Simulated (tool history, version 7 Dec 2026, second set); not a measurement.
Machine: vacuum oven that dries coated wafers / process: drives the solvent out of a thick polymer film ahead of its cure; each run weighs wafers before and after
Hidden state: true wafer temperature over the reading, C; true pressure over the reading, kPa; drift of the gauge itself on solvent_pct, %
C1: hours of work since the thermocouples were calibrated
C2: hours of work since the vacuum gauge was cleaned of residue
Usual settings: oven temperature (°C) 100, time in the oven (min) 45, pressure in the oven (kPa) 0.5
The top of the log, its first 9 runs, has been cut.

{"run": 10, "day": 17.567, "oven temperature (°C)": 114, "time in the oven (min)": 54, "pressure in the oven (kPa)": 0.5, "C1": 59, "C2": 639, "solvent left in the film (%)": 0.14}
{"run": 11, "day": 19.792, "oven temperature (°C)": 100, "time in the oven (min)": 45, "pressure in the oven (kPa)": 1.129, "C1": 81, "C2": 661, "solvent left in the film (%)": 1.18}
{"run": 12, "day": 22.429, "oven temperature (°C)": 100, "time in the oven (min)": 67, "pressure in the oven (kPa)": 1.129, "C1": 107, "C2": 687, "solvent left in the film (%)": 0.6}
{"run": 13, "day": 24.767, "oven temperature (°C)": 115, "time in the oven (min)": 45, "pressure in the oven (kPa)": 0.5, "C1": 130, "C2": 710, "solvent left in the film (%)": 0.2}
{"run": 14, "day": 27.4, "oven temperature (°C)": 115, "time in the oven (min)": 45, "pressure in the oven (kPa)": 0.5, "C1": 155, "C2": 736, "solvent left in the film (%)": 0.23}
{"run": 15, "day": 29.675, "oven temperature (°C)": 100, "time in the oven (min)": 45, "pressure in the oven (kPa)": 0.5, "C1": 178, "C2": 758, "solvent left in the film (%)": 1.07}
{"run": 16, "day": 32.554, "oven temperature (°C)": 100, "time in the oven (min)": 45, "pressure in the oven (kPa)": 0.5, "C1": 206, "C2": 787, "solvent left in the film (%)": 1.05}
{"run": 17, "day": 35.383, "oven temperature (°C)": 112, "time in the oven (min)": 45, "pressure in the oven (kPa)": 1.813, "C1": 234, "C2": 814, "solvent left in the film (%)": 0.55}
{"run": 18, "day": 36.996, "oven temperature (°C)": 112, "time in the oven (min)": 45, "pressure in the oven (kPa)": 1.813, "C1": 250, "C2": 830, "solvent left in the film (%)": 0.5}
{"run": 19, "day": 39.604, "oven temperature (°C)": 100, "time in the oven (min)": 45, "pressure in the oven (kPa)": 0.274, "C1": 275, "C2": 856, "solvent left in the film (%)": 1.03}
{"run": 20, "day": 41.242, "oven temperature (°C)": 100, "time in the oven (min)": 45, "pressure in the oven (kPa)": 0.274, "C1": 291, "C2": 872, "solvent left in the film (%)": 0.98}
{"run": 21, "day": 43.696, "oven temperature (°C)": 100, "time in the oven (min)": 45, "pressure in the oven (kPa)": 0.274, "C1": 316, "C2": 896, "solvent left in the film (%)": 1.02}
{"run": 22, "day": 46.354, "oven temperature (°C)": 100, "time in the oven (min)": 45, "pressure in the oven (kPa)": 0.274, "C1": 342, "C2": 922, "solvent left in the film (%)": 1.07}
{"run": 23, "day": 48.075, "oven temperature (°C)": 100, "time in the oven (min)": 24, "pressure in the oven (kPa)": 0.274, "C1": 359, "C2": 939, "solvent left in the film (%)": 3.35}
{"run": 24, "day": 49.738, "oven temperature (°C)": 100, "time in the oven (min)": 24, "pressure in the oven (kPa)": 0.274, "C1": 375, "C2": 956, "solvent left in the film (%)": 3.44}
{"run": 25, "day": 51.362, "oven temperature (°C)": 115, "time in the oven (min)": 71, "pressure in the oven (kPa)": 0.731, "C1": 391, "C2": 972, "solvent left in the film (%)": 0.22}
{"run": 26, "day": 53.192, "oven temperature (°C)": 115, "time in the oven (min)": 71, "pressure in the oven (kPa)": 0.274, "C1": 409, "C2": 990, "solvent left in the film (%)": 0.1}
{"run": 27, "day": 56.033, "oven temperature (°C)": 87, "time in the oven (min)": 60, "pressure in the oven (kPa)": 0.282, "C1": 437, "C2": 1017, "solvent left in the film (%)": 2.05}
{"run": 28, "day": 58.625, "oven temperature (°C)": 87, "time in the oven (min)": 60, "pressure in the oven (kPa)": 0.282, "C1": 462, "C2": 1043, "solvent left in the film (%)": 2.06}
{"run": 29, "day": 60.421, "oven temperature (°C)": 100, "time in the oven (min)": 23, "pressure in the oven (kPa)": 0.5, "C1": 480, "C2": 1061, "solvent left in the film (%)": 3.61}
{"run": 30, "day": 62.533, "oven temperature (°C)": 100, "time in the oven (min)": 23, "pressure in the oven (kPa)": 0.5, "C1": 501, "C2": 1081, "solvent left in the film (%)": 3.61}
{"run": 31, "day": 64.612, "oven temperature (°C)": 100, "time in the oven (min)": 23, "pressure in the oven (kPa)": 0.5, "C1": 521, "C2": 1102, "solvent left in the film (%)": 3.62}

Predict each of these 3 candidate next runs independently; none follows another, all start after run 31:
{"run": "A", "day": 66.971, "oven temperature (°C)": 95, "time in the oven (min)": 45, "pressure in the oven (kPa)": 0.556, "C1": 544, "C2": 1125, "solvent left in the film (%)": "?"}
{"run": "B", "day": 66.971, "oven temperature (°C)": 85, "time in the oven (min)": 44, "pressure in the oven (kPa)": 1.272, "C1": 544, "C2": 1125, "solvent left in the film (%)": "?"}
{"run": "C", "day": 66.971, "oven temperature (°C)": 108, "time in the oven (min)": 24, "pressure in the oven (kPa)": 0.411, "C1": 544, "C2": 1125, "solvent left in the film (%)": "?"}

run=A solvent_left_in_the_film_(%)=1.87
run=B solvent_left_in_the_film_(%)=4.15
run=C solvent_left_in_the_film_(%)=1.98
The same runs, with their run-to-run variation unchanged, on a tool lacking any hidden condition would have given:
run=A solvent_left_in_the_film_(%)=1.6
run=B solvent_left_in_the_film_(%)=3.77
run=C solvent_left_in_the_film_(%)=1.77

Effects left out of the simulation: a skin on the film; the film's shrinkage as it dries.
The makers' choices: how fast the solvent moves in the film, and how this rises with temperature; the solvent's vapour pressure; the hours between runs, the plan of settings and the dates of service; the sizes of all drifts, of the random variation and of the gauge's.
